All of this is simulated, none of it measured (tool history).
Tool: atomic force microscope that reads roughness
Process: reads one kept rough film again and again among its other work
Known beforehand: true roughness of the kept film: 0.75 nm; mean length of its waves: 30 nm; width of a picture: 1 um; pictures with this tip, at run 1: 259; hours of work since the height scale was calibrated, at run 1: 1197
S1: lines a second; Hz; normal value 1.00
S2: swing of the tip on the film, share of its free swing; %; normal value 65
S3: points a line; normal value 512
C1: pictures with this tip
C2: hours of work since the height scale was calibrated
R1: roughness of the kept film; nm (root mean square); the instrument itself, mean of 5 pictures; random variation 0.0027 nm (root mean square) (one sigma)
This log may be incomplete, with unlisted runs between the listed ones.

run,hour,S1,S2,S3,C1,C2,R1
1,0.0,1.00,65,512,259,1197,0.694
2,43.5,1.00,65,512,302,1219,0.685
3,85.3,1.00,59,512,342,1241,0.694
# hour 102.4: new tip fitted
4,145.6,1.00,59,512,42,1272,0.710
5,175.9,1.00,59,882,72,1288,0.712
6,210.6,1.00,63,512,106,1306,0.700
7,261.9,1.00,63,512,156,1332,0.696
8,308.4,2.92,63,512,201,1357,0.664
9,350.7,2.92,63,512,242,1379,0.658
10,405.0,1.00,73,512,295,1407,0.678
11,460.5,1.00,73,512,349,1436,0.673
# hour 470.3: new tip fitted
12,497.4,1.00,73,512,26,1454,0.692
13,544.8,1.00,73,512,72,1479,0.687
14,586.9,1.00,73,512,113,1501,0.687
15,615.8,1.00,73,512,141,1516,0.680
16,656.5,1.00,73,512,181,1537,0.682
17,704.7,3.56,65,930,228,1562,0.649
18,743.1,3.56,65,930,265,1582,0.646
19,790.3,3.83,72,524,311,1607,0.602
20,826.1,3.83,72,524,346,1625,0.603
# hour 839.0: new tip fitted
21,858.7,1.60,58,492,19,1642,0.704
22,887.0,1.00,65,528,47,1657,0.695
23,923.5,1.02,65,512,82,1676,0.701
24,970.8,1.00,64,512,128,1700,0.698
# hour 1010.4: height scale calibrated on a step standard
25,1015.5,1.00,64,512,171,3,0.704
26,1055.3,1.00,87,1002,210,23,0.661
27,1096.4,0.83,58,910,250,45,0.710
28,1152.8,0.83,58,910,304,74,0.701

For run 29, what comes out?
29,1181.0,1.59,85,512,332,89,?

R1: 0.629 nm (root mean square)
Minus the tool's unlogged condition, the same run would have read R1 0.649 nm (root mean square).
